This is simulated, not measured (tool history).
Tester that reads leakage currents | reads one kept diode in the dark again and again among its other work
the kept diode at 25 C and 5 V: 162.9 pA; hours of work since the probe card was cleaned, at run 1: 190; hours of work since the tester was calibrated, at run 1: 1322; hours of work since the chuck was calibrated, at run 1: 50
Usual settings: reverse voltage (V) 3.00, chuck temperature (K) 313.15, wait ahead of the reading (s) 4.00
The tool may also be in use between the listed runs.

run	hour	reverse voltage (V)	chuck temperature (K)	wait ahead of the reading (s)	hours of work since the probe card was cleaned	hours of work since the tester was calibrated	hours of work since the chuck was calibrated	current that the tester gives (pA)
1	0.0	3.00	313.15	4.00	190	1322	50	421.44
2	108.0	3.00	313.15	4.00	266	1398	127	422.00
3	195.4	3.00	313.15	0.85	328	1460	189	420.66
4	249.1	3.00	313.15	4.00	366	1498	227	420.95
5	319.2	3.00	313.15	0.83	416	1548	276	421.35
6	399.0	3.00	310.15	0.83	472	1605	333	331.96

Run 7 comes next. What will it give?
7	493.5	3.13	296.15	4.00	539	1672	400	?

Run 7 gave current that the tester gives (pA) 106.89.
Without the tool's hidden state the same run would have given current that the tester gives (pA) 107.03.
